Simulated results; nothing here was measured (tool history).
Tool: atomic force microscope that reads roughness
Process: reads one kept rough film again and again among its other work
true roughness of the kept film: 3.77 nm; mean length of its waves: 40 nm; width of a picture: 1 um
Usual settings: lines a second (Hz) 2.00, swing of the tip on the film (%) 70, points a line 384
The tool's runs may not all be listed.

run    hour  lines a second (Hz)  swing of the tip on the film (%)  points a line  roughness of the kept film (nm (root mean square))
  1     0.0                 2.00                                70            384                                               3.399
  2    62.8                 2.00                                76            384                                               3.344
       67.5  -- new tip fitted
  3   129.4                 2.20                                70            384                                               3.376
  4   158.0                 0.50                                70            384                                               3.497
  5   211.6                 0.61                                70            384                                               3.465
      270.1  -- new tip fitted
  6   274.1                 3.37                                70            384                                               3.313
  7   311.3                 3.37                                70            384                                               3.302
  8   375.9                 3.37                                70            426                                               3.336
  9   422.5                 2.00                                70            384                                               3.388
      474.6  -- new tip fitted
 10   486.0                 2.00                                70            384                                               3.393
 11   525.2                 2.00                                70            384                                               3.383
 12   576.7                 2.00                                70            384                                               3.370
 13   627.6                 2.00                                70            384                                               3.377
      676.8  -- new tip fitted
 14   676.8                 2.00                                69            384                                               3.405
 15   731.7                 2.00                                69            384                                               3.389
 16   760.4                 2.00                                69            384                                               3.412
 17   823.9                 2.00                                69            384                                               3.407
      880.9  -- new tip fitted
 18   890.8                 2.00                                69            384                                               3.368
 19   920.1                 0.65                                59            384                                               3.514
 20   959.0                 0.86                                89            515                                               3.386
 21   988.6                 0.86                                89            515                                               3.369
 22  1052.0                 0.97                                57            769                                               3.509
     1084.0  -- new tip fitted
 23  1106.6                 0.55                                73            800                                               3.537
 24  1160.5                 1.76                                73            800                                               3.428
 25  1198.7                 1.31                                70            384                                               3.469
 26  1239.6                 1.31                                70            384                                               3.426
     1287.9  -- new tip fitted
 27  1301.5                 1.31                                70            384                                               3.443
 28  1356.0                 2.00                                59            410                                               3.480
 29  1393.2                 1.55                                82            922                                               3.359
 30  1436.9                 1.55                                82            922                                               3.339
 31  1480.3                 2.08                                72            922                                               3.384
     1492.9  -- new tip fitted
 32  1515.6                 2.08                                72            922                                               3.371
 33  1558.0                 0.85                                75            884                                               3.462
 34  1609.0                 3.63                                71            755                                               3.297
 35  1642.9                 2.57                                69            530                                               3.378
 36  1676.1                 1.67                                73            342                                               3.377

Forecast each of these 4 alternatives for the next run:
     1695.9  -- new tip fitted
  A  1745.2                 1.47                                79            514                                                   ?
     1695.9  -- new tip fitted
  B  1745.2                 1.67                                73            910                                                   ?
     1695.9  -- new tip fitted
  C  1745.2                 1.17                                72            378                                                   ?
     1695.9  -- new tip fitted
  D  1745.2                 0.70                                59            823                                                   ?

run  roughness of the kept film (nm (root mean square))
  A                                               3.365
  B                                               3.366
  C                                               3.438
  D                                               3.526
Without the tool's hidden state the same runs would have given:
run  roughness of the kept film (nm (root mean square))
  A                                               3.367
  B                                               3.368
  C                                               3.440
  D                                               3.529
